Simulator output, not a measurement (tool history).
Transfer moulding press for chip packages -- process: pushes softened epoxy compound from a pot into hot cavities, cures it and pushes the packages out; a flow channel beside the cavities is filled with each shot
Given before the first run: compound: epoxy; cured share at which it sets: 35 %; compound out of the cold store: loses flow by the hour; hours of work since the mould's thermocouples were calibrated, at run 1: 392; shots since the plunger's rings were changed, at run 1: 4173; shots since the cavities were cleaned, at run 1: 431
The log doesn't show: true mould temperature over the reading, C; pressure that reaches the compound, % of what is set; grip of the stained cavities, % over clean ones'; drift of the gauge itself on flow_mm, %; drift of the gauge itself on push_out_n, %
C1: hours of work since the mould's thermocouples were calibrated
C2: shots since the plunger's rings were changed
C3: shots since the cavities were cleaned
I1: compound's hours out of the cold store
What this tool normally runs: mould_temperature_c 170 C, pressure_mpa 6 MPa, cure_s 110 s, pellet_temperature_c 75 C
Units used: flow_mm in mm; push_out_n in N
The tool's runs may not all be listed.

run 1 day=0 | mould_temperature_c=170 pressure_mpa=6 cure_s=110 pellet_temperature_c=75 | C1=392 C2=4173 C3=431 | I1=40.2 | flow_mm=520 push_out_n=626
run 2 day=0.829 | mould_temperature_c=170 pressure_mpa=6 cure_s=110 pellet_temperature_c=75 | C1=401 C2=4330 C3=588 | I1=17.2 | flow_mm=570 push_out_n=661
run 3 day=1.783 | mould_temperature_c=170 pressure_mpa=6 cure_s=110 pellet_temperature_c=75 | C1=412 C2=4511 C3=769 | I1=39.9 | flow_mm=520 push_out_n=705
run 4 day=2.267 | mould_temperature_c=170 pressure_mpa=6 cure_s=110 pellet_temperature_c=75 | C1=418 C2=4603 C3=861 | I1=13.5 | flow_mm=579 push_out_n=744
-- day=2.9 cavities cleaned with cleaning compound and waxed
run 5 day=3.017 | mould_temperature_c=170 pressure_mpa=6 cure_s=110 pellet_temperature_c=75 | C1=425 C2=4733 C3=22 | I1=29.8 | flow_mm=538 push_out_n=480
run 6 day=3.725 | mould_temperature_c=170 pressure_mpa=6 cure_s=110 pellet_temperature_c=75 | C1=433 C2=4868 C3=157 | I1=13.5 | flow_mm=579 push_out_n=568
-- day=3.95 plunger's sealing rings changed
run 7 day=4.575 | mould_temperature_c=170 pressure_mpa=6 cure_s=110 pellet_temperature_c=75 | C1=442 C2=119 C3=298 | I1=22.9 | flow_mm=591 push_out_n=602
-- day=5.229 mould's thermocouples calibrated
run 8 day=5.575 | mould_temperature_c=170 pressure_mpa=6 cure_s=110 pellet_temperature_c=75 | C1=4 C2=293 C3=472 | I1=34.1 | flow_mm=571 push_out_n=633
run 9 day=6.467 | mould_temperature_c=170 pressure_mpa=6 cure_s=110 pellet_temperature_c=75 | C1=14 C2=462 C3=641 | I1=28 | flow_mm=585 push_out_n=691
run 10 day=7.25 | mould_temperature_c=170 pressure_mpa=6 cure_s=110 pellet_temperature_c=80 | C1=23 C2=610 C3=789 | I1=11.1 | flow_mm=631 push_out_n=732
run 11 day=7.762 | mould_temperature_c=170 pressure_mpa=6.8 cure_s=110 pellet_temperature_c=75 | C1=29 C2=708 C3=887 | I1=20.4 | flow_mm=640 push_out_n=751
-- day=8.233 cavities cleaned with cleaning compound and waxed
run 12 day=8.438 | mould_temperature_c=170 pressure_mpa=6 cure_s=96 pellet_temperature_c=75 | C1=36 C2=824 C3=39 | I1=9.2 | flow_mm=630 push_out_n=619
run 13 day=9.083 | mould_temperature_c=170 pressure_mpa=6 cure_s=96 pellet_temperature_c=75 | C1=43 C2=946 C3=161 | I1=29.1 | flow_mm=576 push_out_n=628
run 14 day=9.812 | mould_temperature_c=170 pressure_mpa=6 cure_s=96 pellet_temperature_c=75 | C1=51 C2=1084 C3=299 | I1=13 | flow_mm=617 push_out_n=728
run 15 day=10.792 | mould_temperature_c=170 pressure_mpa=6 cure_s=96 pellet_temperature_c=75 | C1=62 C2=1270 C3=485 | I1=30.2 | flow_mm=575 push_out_n=754
run 16 day=11.712 | mould_temperature_c=166 pressure_mpa=7.26 cure_s=110 pellet_temperature_c=77 | C1=73 C2=1445 C3=660 | I1=29.6 | flow_mm=650 push_out_n=836
run 17 day=12.217 | mould_temperature_c=168 pressure_mpa=6.24 cure_s=110 pellet_temperature_c=75 | C1=78 C2=1540 C3=755 | I1=31.1 | flow_mm=587 push_out_n=786
run 18 day=13.071 | mould_temperature_c=168 pressure_mpa=6.24 cure_s=110 pellet_temperature_c=75 | C1=88 C2=1703 C3=918 | I1=45.4 | flow_mm=546 push_out_n=784
-- day=13.367 cavities cleaned with cleaning compound and waxed
run 19 day=13.733 | mould_temperature_c=163 pressure_mpa=6 cure_s=110 pellet_temperature_c=67 | C1=95 C2=1816 C3=70 | I1=13.4 | flow_mm=644 push_out_n=780
run 20 day=14.346 | mould_temperature_c=163 pressure_mpa=6 cure_s=110 pellet_temperature_c=67 | C1=102 C2=1932 C3=186 | I1=19.1 | flow_mm=625 push_out_n=874
run 21 day=14.925 | mould_temperature_c=163 pressure_mpa=6.74 cure_s=110 pellet_temperature_c=78 | C1=108 C2=2042 C3=296 | I1=14.6 | flow_mm=676 push_out_n=922
run 22 day=15.842 | mould_temperature_c=163 pressure_mpa=6.74 cure_s=110 pellet_temperature_c=78 | C1=118 C2=2216 C3=470 | I1=45 | flow_mm=594 push_out_n=942
run 23 day=16.45 | mould_temperature_c=176 pressure_mpa=5.96 cure_s=110 pellet_temperature_c=75 | C1=125 C2=2332 C3=586 | I1=35.4 | flow_mm=529 push_out_n=636
run 24 day=17.071 | mould_temperature_c=170 pressure_mpa=6 cure_s=110 pellet_temperature_c=84 | C1=132 C2=2449 C3=703 | I1=38.9 | flow_mm=540 push_out_n=711
run 25 day=17.812 | mould_temperature_c=170 pressure_mpa=5.97 cure_s=122 pellet_temperature_c=67 | C1=141 C2=2589 C3=843 | I1=11.8 | flow_mm=604 push_out_n=708
run 26 day=18.388 | mould_temperature_c=164 pressure_mpa=6.1 cure_s=126 pellet_temperature_c=75 | C1=147 C2=2698 C3=952 | I1=11.7 | flow_mm=636 push_out_n=859
-- day=18.492 cavities cleaned with cleaning compound and waxed
run 27 day=19.35 | mould_temperature_c=164 pressure_mpa=6.1 cure_s=126 pellet_temperature_c=75 | C1=157 C2=2869 C3=162 | I1=39.8 | flow_mm=565 push_out_n=621
run 28 day=20.283 | mould_temperature_c=173 pressure_mpa=5.3 cure_s=110 pellet_temperature_c=73 | C1=168 C2=3047 C3=340 | I1=13.7 | flow_mm=548 push_out_n=595
run 29 day=20.954 | mould_temperature_c=173 pressure_mpa=5.3 cure_s=110 pellet_temperature_c=73 | C1=175 C2=3173 C3=466 | I1=38.7 | flow_mm=494 push_out_n=627
run 30 day=21.638 | mould_temperature_c=168 pressure_mpa=6 cure_s=96 pellet_temperature_c=75 | C1=183 C2=3304 C3=597 | I1=26 | flow_mm=572 push_out_n=918

Forecast each of these 3 alternatives for the next run:
run A day=22.642 | mould_temperature_c=177 pressure_mpa=6 cure_s=101 pellet_temperature_c=75 | C1=194 C2=3494 C3=787 | I1=27.7 | flow_mm=? push_out_n=?
run B day=22.642 | mould_temperature_c=176 pressure_mpa=6.61 cure_s=144 pellet_temperature_c=75 | C1=194 C2=3494 C3=787 | I1=34.4 | flow_mm=? push_out_n=?
run C day=22.642 | mould_temperature_c=168 pressure_mpa=6 cure_s=102 pellet_temperature_c=75 | C1=194 C2=3494 C3=787 | I1=16.4 | flow_mm=? push_out_n=?

run=A flow_mm=533 push_out_n=664
run=B flow_mm=547 push_out_n=664
run=C flow_mm=591 push_out_n=877
Take away the tool's hidden state, keep each run's random variation, and the runs would have read:
run=A flow_mm=563 push_out_n=442
run=B flow_mm=577 push_out_n=441
run=C flow_mm=625 push_out_n=606
